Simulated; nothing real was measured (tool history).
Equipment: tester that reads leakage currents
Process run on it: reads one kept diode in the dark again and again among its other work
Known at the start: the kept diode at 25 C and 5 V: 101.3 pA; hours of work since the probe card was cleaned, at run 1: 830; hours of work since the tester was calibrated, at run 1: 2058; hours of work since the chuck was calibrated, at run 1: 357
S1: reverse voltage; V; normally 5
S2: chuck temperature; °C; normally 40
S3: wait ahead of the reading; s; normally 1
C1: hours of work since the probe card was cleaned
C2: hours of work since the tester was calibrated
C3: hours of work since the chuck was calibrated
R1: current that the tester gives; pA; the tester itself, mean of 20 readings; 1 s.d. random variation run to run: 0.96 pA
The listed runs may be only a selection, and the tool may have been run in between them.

run 1 day=0 | S1=5 S2=40 S3=1 | C1=830 C2=2058 C3=357 | R1=306.85
run 2 day=11.446 | S1=5 S2=40 S3=1 | C1=978 C2=2205 C3=505 | R1=299.6
run 3 day=19.892 | S1=5 S2=40 S3=1 | C1=1087 C2=2314 C3=614 | R1=296.42
-- day=21.412 chuck's temperature calibrated
-- day=29.654 probe card cleaned and baked
run 4 day=29.925 | S1=5 S2=40 S3=1 | C1=3 C2=2441 C3=108 | R1=270.82
run 5 day=39.408 | S1=5 S2=28 S3=1 | C1=126 C2=2564 C3=231 | R1=107.31
run 6 day=48.538 | S1=5 S2=28 S3=1 | C1=244 C2=2681 C3=348 | R1=105.86
run 7 day=56.158 | S1=14.67 S2=40 S3=1.53 | C1=342 C2=2780 C3=447 | R1=434.2
run 8 day=63.75 | S1=14.67 S2=40 S3=1.53 | C1=440 C2=2878 C3=545 | R1=427.37
-- day=70.867 chuck's temperature calibrated
run 9 day=70.867 | S1=5 S2=40 S3=2.41 | C1=531 C2=2968 C3=0 | R1=325.13
-- day=77.738 chuck's temperature calibrated, once more
run 10 day=79.738 | S1=12.92 S2=44 S3=3.75 | C1=644 C2=3082 C3=26 | R1=672.59

What if the next run were any one of these 3? Each begins from the tool's condition after run 10:
run A day=85.354 | S1=5 S2=34 S3=1 | C1=717 C2=3154 C3=98 | R1=?
run B day=85.354 | S1=5 S2=40 S3=2.57 | C1=717 C2=3154 C3=98 | R1=?
run C day=85.354 | S1=5.69 S2=33 S3=1 | C1=717 C2=3154 C3=98 | R1=?

run=A R1=206.09
run=B R1=316.69
run=C R1=204.64
With no hidden state in the tool, these same runs would have given:
run=A R1=204.25
run=B R1=316.93
run=C R1=201.92
